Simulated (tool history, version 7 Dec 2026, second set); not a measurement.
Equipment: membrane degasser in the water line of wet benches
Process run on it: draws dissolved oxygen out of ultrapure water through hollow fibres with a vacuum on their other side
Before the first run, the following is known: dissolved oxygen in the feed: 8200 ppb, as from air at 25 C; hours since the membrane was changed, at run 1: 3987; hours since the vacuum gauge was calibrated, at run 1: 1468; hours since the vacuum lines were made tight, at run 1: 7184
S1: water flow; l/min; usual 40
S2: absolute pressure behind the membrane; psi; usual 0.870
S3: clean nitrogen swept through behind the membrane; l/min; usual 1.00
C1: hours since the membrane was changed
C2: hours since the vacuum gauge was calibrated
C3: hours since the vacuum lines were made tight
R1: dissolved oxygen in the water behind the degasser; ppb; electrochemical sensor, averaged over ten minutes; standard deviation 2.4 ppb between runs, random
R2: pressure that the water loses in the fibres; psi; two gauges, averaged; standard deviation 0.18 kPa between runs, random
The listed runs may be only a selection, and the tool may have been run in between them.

| run | hour | S1 | S2 | S3 | C1 | C2 | C3 | R1 | R2 |
|---|---|---|---|---|---|---|---|---|---|
| 1 | 0.0 | 40 | 0.870 | 1.00 | 3987 | 1468 | 7184 | 238.1 | 4.400 |
| 2 | 81.9 | 40 | 0.870 | 1.00 | 4069 | 1550 | 7266 | 237.8 | 4.373 |
| 3 | 200.3 | 40 | 0.870 | 1.00 | 4187 | 1668 | 7385 | 238.6 | 4.379 |
| 4 | 285.1 | 40 | 0.870 | 1.00 | 4272 | 1753 | 7470 | 238.1 | 4.371 |
| 5 | 359.6 | 40 | 0.870 | 1.00 | 4346 | 1827 | 7544 | 236.5 | 4.357 |
|  | 427.3 | seals of the vacuum lines changed |
| 6 | 481.5 | 40 | 0.870 | 1.00 | 4466 | 1947 | 54 | 238.2 | 4.308 |
| 7 | 617.2 | 40 | 0.870 | 1.00 | 4602 | 2083 | 190 | 240.1 | 4.364 |
| 8 | 700.9 | 40 | 0.870 | 1.01 | 4686 | 2167 | 274 | 238.9 | 4.270 |
| 9 | 818.8 | 40 | 0.934 | 1.00 | 4803 | 2285 | 392 | 270.6 | 4.312 |
| 10 | 905.3 | 40 | 0.934 | 1.00 | 4890 | 2371 | 478 | 269.4 | 4.318 |
| 11 | 1047.3 | 40 | 0.934 | 1.00 | 5032 | 2513 | 620 | 268.5 | 4.283 |
| 12 | 1112.1 | 40 | 0.934 | 1.00 | 5097 | 2578 | 685 | 272.9 | 4.299 |
| 13 | 1199.6 | 40 | 0.870 | 1.00 | 5184 | 2665 | 772 | 237.7 | 4.270 |
| 14 | 1304.0 | 40 | 2.042 | 1.00 | 5289 | 2770 | 877 | 819.9 | 4.305 |
| 15 | 1427.7 | 40 | 2.042 | 1.00 | 5412 | 2894 | 1000 | 823.9 | 4.284 |
| 16 | 1520.3 | 58 | 0.870 | 1.00 | 5505 | 2986 | 1093 | 357.5 | 6.219 |
| 17 | 1597.1 | 45 | 0.877 | 1.70 | 5582 | 3063 | 1170 | 189.5 | 4.818 |
| 18 | 1661.9 | 45 | 0.877 | 1.70 | 5646 | 3128 | 1235 | 188.5 | 4.796 |
| 19 | 1779.3 | 43 | 0.693 | 1.08 | 5764 | 3245 | 1352 | 150.6 | 4.545 |
| 20 | 1845.2 | 43 | 0.693 | 1.08 | 5830 | 3311 | 1418 | 152.0 | 4.577 |
|  | 1901.5 | gauge calibrated |
| 21 | 1988.3 | 31 | 1.247 | 0.71 | 5973 | 3454 | 1561 | 449.0 | 3.387 |
| 22 | 2102.6 | 30 | 1.543 | 0.82 | 6087 | 3568 | 1675 | 537.1 | 3.274 |
| 23 | 2243.3 | 30 | 1.543 | 0.50 | 6228 | 3709 | 1816 | 764.5 | 3.269 |
| 24 | 2371.0 | 30 | 1.543 | 0.50 | 6356 | 3837 | 1944 | 761.9 | 3.208 |
| 25 | 2478.3 | 55 | 1.694 | 0.75 | 6463 | 3944 | 2051 | 1044.4 | 5.920 |
| 26 | 2585.6 | 55 | 1.694 | 0.75 | 6570 | 4051 | 2158 | 1018.8 | 5.923 |
| 27 | 2687.3 | 40 | 0.870 | 2.53 | 6672 | 4153 | 2260 | 119.2 | 4.354 |
| 28 | 2804.9 | 40 | 0.870 | 2.53 | 6790 | 4271 | 2378 | 117.3 | 4.282 |
| 29 | 2931.4 | 40 | 0.870 | 2.53 | 6916 | 4397 | 2504 | 117.0 | 4.335 |
| 30 | 3011.5 | 49 | 0.885 | 1.00 | 6996 | 4477 | 2584 | 303.4 | 5.295 |
| 31 | 3157.4 | 49 | 0.885 | 1.00 | 7142 | 4623 | 2730 | 305.2 | 5.247 |

Pick out some run-to-run changes in R2. Of each, how much would a tool without hidden state show as well, from the settings, what came in and chance, and how much is left for the hidden state and any gauge scatter not in both results compared?
The hidden state here: membrane still open, %; true pressure behind the membrane over the reading, kPa; air that leaks in behind the membrane, l/min; drift of the gauge itself on oxygen_ppb, %; drift of the gauge itself on loss_of_pressure_kpa, %.
Run 15 -> 16: S1 40 -> 58, S2 2.042 -> 0.870. R2 +1.935 psi: hidden state -0.054, all else +1.988.
Run 16 -> 17: S1 58 -> 45, S2 0.870 -> 0.877, S3 1.00 -> 1.70. R2 -1.401 psi: hidden state +0.028, all else -1.429.
Run 20 -> 21: S1 43 -> 31, S2 0.693 -> 1.247, S3 1.08 -> 0.71, gauge calibrated. R2 -1.191 psi: hidden state +0.132, all else -1.323.
Run 24 -> 25: S1 30 -> 55, S2 1.543 -> 1.694, S3 0.50 -> 0.75. R2 +2.712 psi: hidden state -0.028, all else +2.740.
Run 26 -> 27: S1 55 -> 40, S2 1.694 -> 0.870, S3 0.75 -> 2.53. R2 -1.569 psi: hidden state +0.012, all else -1.581.
